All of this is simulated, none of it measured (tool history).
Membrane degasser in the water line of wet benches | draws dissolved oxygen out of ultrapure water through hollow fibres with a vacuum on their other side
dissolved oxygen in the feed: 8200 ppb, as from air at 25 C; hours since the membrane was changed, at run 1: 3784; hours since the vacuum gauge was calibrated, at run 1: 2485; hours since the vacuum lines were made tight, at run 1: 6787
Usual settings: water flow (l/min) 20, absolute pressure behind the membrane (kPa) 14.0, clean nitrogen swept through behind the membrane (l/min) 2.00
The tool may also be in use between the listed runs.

| run | hour | water flow (l/min) | absolute pressure behind the membrane (kPa) | clean nitrogen swept through behind the membrane (l/min) | hours since the membrane was changed | hours since the vacuum gauge was calibrated | hours since the vacuum lines were made tight | dissolved oxygen in the water behind the degasser (ppb) | pressure that the water loses in the fibres (kPa) |
|---|---|---|---|---|---|---|---|---|---|
| 1 | 0.0 | 20 | 14.0 | 2.00 | 3784 | 2485 | 6787 | 284.4 | 27.27 |
| 2 | 47.4 | 20 | 14.0 | 2.00 | 3832 | 2533 | 6835 | 284.5 | 27.63 |
| 3 | 126.6 | 20 | 14.0 | 2.03 | 3911 | 2612 | 6914 | 279.6 | 27.74 |
|  | 147.4 | seals of the vacuum lines changed |
| 4 | 222.7 | 28 | 14.0 | 2.00 | 4005 | 2706 | 75 | 458.9 | 38.27 |
| 5 | 302.4 | 20 | 14.0 | 2.00 | 4085 | 2786 | 155 | 283.2 | 27.11 |
| 6 | 402.4 | 20 | 14.0 | 2.00 | 4185 | 2886 | 255 | 282.4 | 27.26 |
| 7 | 508.0 | 20 | 10.6 | 2.00 | 4290 | 2991 | 361 | 209.0 | 27.86 |
| 8 | 555.6 | 20 | 10.6 | 2.00 | 4338 | 3039 | 408 | 209.4 | 27.54 |
| 9 | 602.3 | 20 | 10.6 | 2.00 | 4385 | 3086 | 455 | 209.2 | 27.60 |
| 10 | 691.0 | 20 | 19.4 | 1.44 | 4473 | 3174 | 544 | 523.1 | 27.59 |
| 11 | 770.1 | 20 | 19.4 | 1.44 | 4552 | 3253 | 623 | 522.6 | 27.56 |
| 12 | 862.3 | 13 | 21.7 | 2.26 | 4645 | 3346 | 715 | 259.2 | 17.77 |

Run 13 comes next. What will it give?
| 13 | 964.9 | 28 | 9.3 | 4.72 | 4747 | 3448 | 817 | ? | ? |

dissolved oxygen in the water behind the degasser (ppb): 221.6
pressure that the water loses in the fibres (kPa): 38.27
Without the tool's hidden state the same run would have given dissolved oxygen in the water behind the degasser (ppb) 202.0, pressure that the water loses in the fibres (kPa) 36.96.
